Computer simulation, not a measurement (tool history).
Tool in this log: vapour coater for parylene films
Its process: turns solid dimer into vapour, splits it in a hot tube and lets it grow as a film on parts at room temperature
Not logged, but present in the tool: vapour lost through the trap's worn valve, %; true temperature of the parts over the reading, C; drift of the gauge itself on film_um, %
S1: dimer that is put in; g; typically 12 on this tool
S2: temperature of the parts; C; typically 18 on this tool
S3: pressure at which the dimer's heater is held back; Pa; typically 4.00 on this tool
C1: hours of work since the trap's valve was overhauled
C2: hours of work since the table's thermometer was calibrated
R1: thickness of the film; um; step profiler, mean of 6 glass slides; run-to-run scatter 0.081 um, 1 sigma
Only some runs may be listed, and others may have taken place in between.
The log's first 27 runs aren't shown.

run	hour	S1	S2	S3	C1	C2	R1
28	733.6	22	29	7.31	160	578	9.20
29	760.2	12	11	4.51	177	595	12.33
30	786.3	5	21	3.89	194	611	3.34
31	810.0	5	21	3.89	209	627	3.36
32	833.5	6	22	4.00	224	641	3.70
33	848.0	7	27	2.15	233	651	3.91
34	873.4	10	16	4.23	249	667	8.08
35	898.4	10	16	4.23	265	683	7.92
36	916.5	15	21	5.72	276	694	9.10
37	946.5	15	21	5.72	296	713	9.02
38	980.6	19	21	2.68	317	735	12.63
39	994.9	19	21	2.68	326	744	12.93
40	1009.1	7	12	5.19	335	753	6.26
# hour 1026.4: trap's valve overhauled
41	1032.2	7	12	4.58	4	765	7.50
42	1060.1	7	12	4.58	21	783	7.46
43	1078.8	9	24	8.15	33	795	4.95
44	1112.9	9	24	8.15	55	817	4.88
45	1145.2	12	12	4.00	76	837	12.84
46	1172.3	12	12	4.00	93	855	12.65
47	1199.0	7	22	4.00	110	872	4.69

Predict each of these 4 candidate next runs independently; none follows another, all start after run 47:
A	1227.5	12	13	4.00	128	890	?
B	1227.5	13	18	11.26	128	890	?
C	1227.5	19	14	4.74	128	890	?
D	1227.5	11	18	5.30	128	890	?

run	R1
A	11.98
B	8.44
C	17.30
D	8.13
Take away the tool's hidden state, keep each run's random variation, and the runs would have read:
run	R1
A	12.39
B	8.72
C	17.89
D	8.40
